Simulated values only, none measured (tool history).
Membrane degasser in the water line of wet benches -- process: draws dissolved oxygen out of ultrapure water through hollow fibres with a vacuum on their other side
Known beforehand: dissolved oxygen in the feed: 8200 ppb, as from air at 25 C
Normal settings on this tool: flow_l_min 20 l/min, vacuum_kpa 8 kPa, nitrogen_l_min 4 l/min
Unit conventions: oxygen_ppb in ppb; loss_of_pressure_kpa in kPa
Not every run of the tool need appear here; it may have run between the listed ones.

{"run": 1, "hour": 0.0, "flow_l_min": 20, "vacuum_kpa": 8, "nitrogen_l_min": 4, "oxygen_ppb": 72.5, "loss_of_pressure_kpa": 46.06}
{"run": 2, "hour": 57.7, "flow_l_min": 20, "vacuum_kpa": 8, "nitrogen_l_min": 3.6, "oxygen_ppb": 79.5, "loss_of_pressure_kpa": 45.95}
{"run": 3, "hour": 133.0, "flow_l_min": 20, "vacuum_kpa": 8, "nitrogen_l_min": 3.6, "oxygen_ppb": 79.2, "loss_of_pressure_kpa": 46.63}
{"run": 4, "hour": 221.5, "flow_l_min": 20, "vacuum_kpa": 8, "nitrogen_l_min": 4, "oxygen_ppb": 72.6, "loss_of_pressure_kpa": 46.25}
{"run": 5, "hour": 300.4, "flow_l_min": 20, "vacuum_kpa": 8, "nitrogen_l_min": 4, "oxygen_ppb": 73.3, "loss_of_pressure_kpa": 46.5}
{"run": 6, "hour": 350.9, "flow_l_min": 20, "vacuum_kpa": 8, "nitrogen_l_min": 4, "oxygen_ppb": 73.7, "loss_of_pressure_kpa": 46.54}
{"run": 7, "hour": 397.9, "flow_l_min": 20, "vacuum_kpa": 8, "nitrogen_l_min": 4, "oxygen_ppb": 73.1, "loss_of_pressure_kpa": 46.46}
{"run": 8, "hour": 464.4, "flow_l_min": 31, "vacuum_kpa": 8, "nitrogen_l_min": 4, "oxygen_ppb": 131.8, "loss_of_pressure_kpa": 72.13}
{"run": 9, "hour": 535.7, "flow_l_min": 20, "vacuum_kpa": 8, "nitrogen_l_min": 4, "oxygen_ppb": 74, "loss_of_pressure_kpa": 46.68}
{"run": 10, "hour": 592.8, "flow_l_min": 20, "vacuum_kpa": 8, "nitrogen_l_min": 4, "oxygen_ppb": 73.5, "loss_of_pressure_kpa": 46.87}
{"run": 11, "hour": 687.0, "flow_l_min": 20, "vacuum_kpa": 8, "nitrogen_l_min": 4, "oxygen_ppb": 72.3, "loss_of_pressure_kpa": 46.74}
{"run": 12, "hour": 768.7, "flow_l_min": 20, "vacuum_kpa": 8, "nitrogen_l_min": 4, "oxygen_ppb": 70.6, "loss_of_pressure_kpa": 46.93}
{"run": 13, "hour": 829.5, "flow_l_min": 20, "vacuum_kpa": 19.21, "nitrogen_l_min": 4, "oxygen_ppb": 204.4, "loss_of_pressure_kpa": 47.03}
{"run": 14, "hour": 933.3, "flow_l_min": 20, "vacuum_kpa": 19.21, "nitrogen_l_min": 4, "oxygen_ppb": 206.1, "loss_of_pressure_kpa": 46.91}
{"run": 15, "hour": 1004.8, "flow_l_min": 20, "vacuum_kpa": 19.21, "nitrogen_l_min": 4, "oxygen_ppb": 205.7, "loss_of_pressure_kpa": 47.26}
{"run": 16, "hour": 1102.3, "flow_l_min": 20, "vacuum_kpa": 19.21, "nitrogen_l_min": 4, "oxygen_ppb": 203.6, "loss_of_pressure_kpa": 47.22}
{"run": 17, "hour": 1198.1, "flow_l_min": 21, "vacuum_kpa": 8.08, "nitrogen_l_min": 3.22, "oxygen_ppb": 93.2, "loss_of_pressure_kpa": 49.7}
{"run": 18, "hour": 1293.7, "flow_l_min": 20, "vacuum_kpa": 8, "nitrogen_l_min": 5.48, "oxygen_ppb": 57.9, "loss_of_pressure_kpa": 47.39}
{"run": 19, "hour": 1392.4, "flow_l_min": 20, "vacuum_kpa": 18.83, "nitrogen_l_min": 5.48, "oxygen_ppb": 154.1, "loss_of_pressure_kpa": 47.51}
{"run": 20, "hour": 1466.2, "flow_l_min": 20, "vacuum_kpa": 13.56, "nitrogen_l_min": 2.78, "oxygen_ppb": 192.5, "loss_of_pressure_kpa": 47.19}
{"hour": 1499.1, "done": "gauge calibrated"}
{"run": 21, "hour": 1567.9, "flow_l_min": 22, "vacuum_kpa": 7.05, "nitrogen_l_min": 11.08, "oxygen_ppb": 38.4, "loss_of_pressure_kpa": 50.76}
{"run": 22, "hour": 1634.9, "flow_l_min": 14, "vacuum_kpa": 8.95, "nitrogen_l_min": 8.11, "oxygen_ppb": 29.3, "loss_of_pressure_kpa": 32.5}
{"run": 23, "hour": 1711.1, "flow_l_min": 20, "vacuum_kpa": 19.94, "nitrogen_l_min": 10.86, "oxygen_ppb": 91.2, "loss_of_pressure_kpa": 46}
{"run": 24, "hour": 1803.7, "flow_l_min": 21, "vacuum_kpa": 8, "nitrogen_l_min": 11.34, "oxygen_ppb": 38.9, "loss_of_pressure_kpa": 48.87}
{"hour": 1853.3, "done": "vacuum gauge calibrated"}
{"run": 25, "hour": 1893.3, "flow_l_min": 21, "vacuum_kpa": 14.73, "nitrogen_l_min": 11.34, "oxygen_ppb": 69, "loss_of_pressure_kpa": 48.4}
{"run": 26, "hour": 1994.5, "flow_l_min": 13, "vacuum_kpa": 8.02, "nitrogen_l_min": 4.58, "oxygen_ppb": 37.2, "loss_of_pressure_kpa": 30.34}
{"run": 27, "hour": 2055.9, "flow_l_min": 31, "vacuum_kpa": 8.02, "nitrogen_l_min": 4.58, "oxygen_ppb": 123.1, "loss_of_pressure_kpa": 71.88}
{"run": 28, "hour": 2113.5, "flow_l_min": 12, "vacuum_kpa": 8, "nitrogen_l_min": 9.82, "oxygen_ppb": 18.1, "loss_of_pressure_kpa": 28.27}
{"run": 29, "hour": 2187.8, "flow_l_min": 12, "vacuum_kpa": 11.25, "nitrogen_l_min": 1.78, "oxygen_ppb": 132.9, "loss_of_pressure_kpa": 27.94}

Forecast run 30:
{"run": 30, "hour": 2275.1, "flow_l_min": 19, "vacuum_kpa": 4.82, "nitrogen_l_min": 2.07, "oxygen_ppb": "?", "loss_of_pressure_kpa": "?"}

Run 30 produced oxygen_ppb 47.6 ppb, loss_of_pressure_kpa 44.26 kPa.
With no hidden state in the tool, this same run would have given oxygen_ppb 47.6 ppb, loss_of_pressure_kpa 43.57 kPa.

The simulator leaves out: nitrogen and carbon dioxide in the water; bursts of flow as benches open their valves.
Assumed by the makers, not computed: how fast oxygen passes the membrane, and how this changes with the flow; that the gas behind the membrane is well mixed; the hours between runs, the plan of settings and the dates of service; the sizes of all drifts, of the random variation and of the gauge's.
